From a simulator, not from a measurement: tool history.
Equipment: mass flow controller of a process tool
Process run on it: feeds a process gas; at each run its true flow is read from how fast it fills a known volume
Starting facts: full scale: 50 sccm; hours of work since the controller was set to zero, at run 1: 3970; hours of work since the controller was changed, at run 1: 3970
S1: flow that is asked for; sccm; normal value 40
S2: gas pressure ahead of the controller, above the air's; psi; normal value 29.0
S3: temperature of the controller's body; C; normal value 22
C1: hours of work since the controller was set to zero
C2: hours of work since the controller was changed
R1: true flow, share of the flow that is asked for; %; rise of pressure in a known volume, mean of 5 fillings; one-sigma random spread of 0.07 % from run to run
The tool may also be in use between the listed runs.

run,day,S1,S2,S3,C1,C2,R1
1,0.000,40,29.0,22,3970,3970,102.02
2,4.742,40,29.0,22,4034,4034,102.10
3,10.038,40,20.5,22,4106,4106,102.03
4,16.188,40,22.0,22,4189,4189,102.04
5,24.112,40,22.0,22,4296,4296,102.02
6,29.821,44,29.0,22,4373,4373,102.38
7,39.808,44,29.0,22,4507,4507,102.48
8,46.362,44,29.0,22,4596,4596,102.62
# day 49.229: controller's zero set anew
9,55.100,26,29.0,22,79,4713,103.52
10,61.562,26,29.0,22,166,4800,103.65
11,66.021,40,29.0,24,226,4861,103.43
12,74.308,40,29.0,36,338,4972,104.22
13,82.196,40,29.0,22,445,5079,103.47
# day 84.883: controller's zero set anew, once more
14,87.104,40,29.0,22,30,5145,101.76
15,92.367,40,29.0,22,101,5216,101.97
16,96.792,40,29.0,31,161,5275,102.49
17,102.283,40,29.0,22,235,5349,102.02
18,112.071,40,29.0,23,367,5481,102.12
19,119.542,40,29.0,26,467,5582,102.35
20,128.950,40,29.0,21,594,5709,102.11
21,136.617,40,23.1,22,698,5813,102.20
22,145.383,40,23.1,26,816,5931,102.47
23,153.996,9,29.0,22,932,6047,102.08
24,163.825,9,29.0,22,1065,6180,102.24
25,172.175,9,23.9,22,1177,6292,102.29
26,179.050,9,23.9,22,1270,6385,102.45
# day 182.625: controller exchanged for a calibrated one
27,188.492,9,24.4,22,79,79,98.19
28,194.354,23,37.0,35,158,158,99.90
29,201.771,42,28.0,34,258,258,100.46
30,211.412,38,30.2,20,388,388,99.45
31,220.342,28,35.8,22,509,509,99.55
32,228.467,20,29.2,40,618,618,100.37
33,237.825,20,29.2,40,745,745,100.56
34,244.712,9,29.0,29,837,837,99.92
35,253.342,38,29.0,34,954,954,100.93
36,263.429,15,27.8,27,1090,1090,99.81
37,273.392,18,29.0,22,1224,1224,99.86
38,280.579,18,29.0,22,1321,1321,99.98
39,287.504,18,29.0,22,1415,1415,100.10
40,296.071,18,29.0,22,1530,1530,100.11
41,303.171,27,25.7,22,1626,1626,100.27
42,307.908,27,25.7,22,1690,1690,100.30
43,317.108,27,25.7,22,1814,1814,100.39
44,326.258,27,25.7,22,1937,1937,100.33
45,332.446,5,24.5,27,2021,2021,103.19
46,336.625,5,24.5,27,2077,2077,103.27
47,345.271,5,24.5,27,2194,2194,103.62
48,352.712,40,29.0,21,2294,2294,101.01

Consider 4 possible next runs. They are alternatives, not a sequence: every one starts from the tool as it was left by run 48. What does each give?
A,358.379,40,24.2,26,2371,2371,?
B,358.379,11,28.0,21,2371,2371,?
C,358.379,19,20.5,22,2371,2371,?
D,358.379,40,21.6,21,2371,2371,?

run,R1
A,101.26
B,101.49
C,100.76
D,100.85
With no hidden state in the tool, these same runs would have given:
run,R1
A,99.40
B,98.04
C,98.22
D,98.99
